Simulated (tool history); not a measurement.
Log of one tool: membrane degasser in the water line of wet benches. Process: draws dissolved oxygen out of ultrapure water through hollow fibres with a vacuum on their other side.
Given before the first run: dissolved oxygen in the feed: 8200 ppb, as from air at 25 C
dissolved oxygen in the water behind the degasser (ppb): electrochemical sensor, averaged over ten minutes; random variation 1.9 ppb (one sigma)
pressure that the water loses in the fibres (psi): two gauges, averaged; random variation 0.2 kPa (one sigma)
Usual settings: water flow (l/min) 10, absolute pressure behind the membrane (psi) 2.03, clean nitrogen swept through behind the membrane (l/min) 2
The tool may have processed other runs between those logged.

run     day  water flow (l/min)  absolute pressure behind the membrane (psi)  clean nitrogen swept through behind the membrane (l/min)  dissolved oxygen in the water behind the degasser (ppb)  pressure that the water loses in the fibres (psi)
  1       0                  10                                         2.03                                                         2                                                    223.4                                              7.085
  2  15.183                  10                                         2.03                                                         2                                                      230                                              7.197
  3  21.338                  10                                         2.03                                                         2                                                    225.4                                              7.156
  4  28.442                  10                                         2.03                                                         2                                                    228.6                                              7.185
  5    37.3                  10                                         2.03                                                      4.34                                                    157.5                                              7.227
  6  47.079                   9                                         2.03                                                         2                                                    190.6                                              6.559
  7  53.788                   9                                         2.03                                                         2                                                      194                                              6.503
     56.638  -- seals of the vacuum lines changed
  8  66.192                   6                                         3.03                                                      5.66                                                     56.2                                               4.37
     67.438  -- vacuum gauge calibrated
  9  80.621                  15                                         2.48                                                      2.06                                                      592                                             11.042
 10  87.004                  15                                         1.71                                                      2.06                                                    512.6                                             11.021
 11  95.633                  15                                         1.71                                                      2.06                                                    516.6                                             11.029

Alternative continuations, all from the tool just after run 11; predict every row:
     101.046  -- vacuum gauge calibrated, once more
  A  105.562                  10                                         2.03                                                      1.51                                                        ?                                                  ?
     101.046  -- vacuum gauge calibrated, once more
  B  105.562                  11                                         1.71                                                       3.6                                                        ?                                                  ?
     101.046  -- vacuum gauge calibrated, once more
  C  105.562                  14                                         4.44                                                      1.74                                                        ?                                                  ?
     101.046  -- vacuum gauge calibrated, once more
  D  105.562                  10                                         2.29                                                      0.99                                                        ?                                                  ?

run  dissolved oxygen in the water behind the degasser (ppb)  pressure that the water loses in the fibres (psi)
  A                                                      269                                              7.387
  B                                                    207.1                                              8.102
  C                                                    782.6                                             10.402
  D                                                      385                                              7.395
The same runs, with their run-to-run variation unchanged, on a tool lacking any hidden condition would have given:
run  dissolved oxygen in the water behind the degasser (ppb)  pressure that the water loses in the fibres (psi)
  A                                                    225.4                                              6.546
  B                                                    149.2                                              7.184
  C                                                    683.1                                              9.224
  D                                                      342                                               6.56
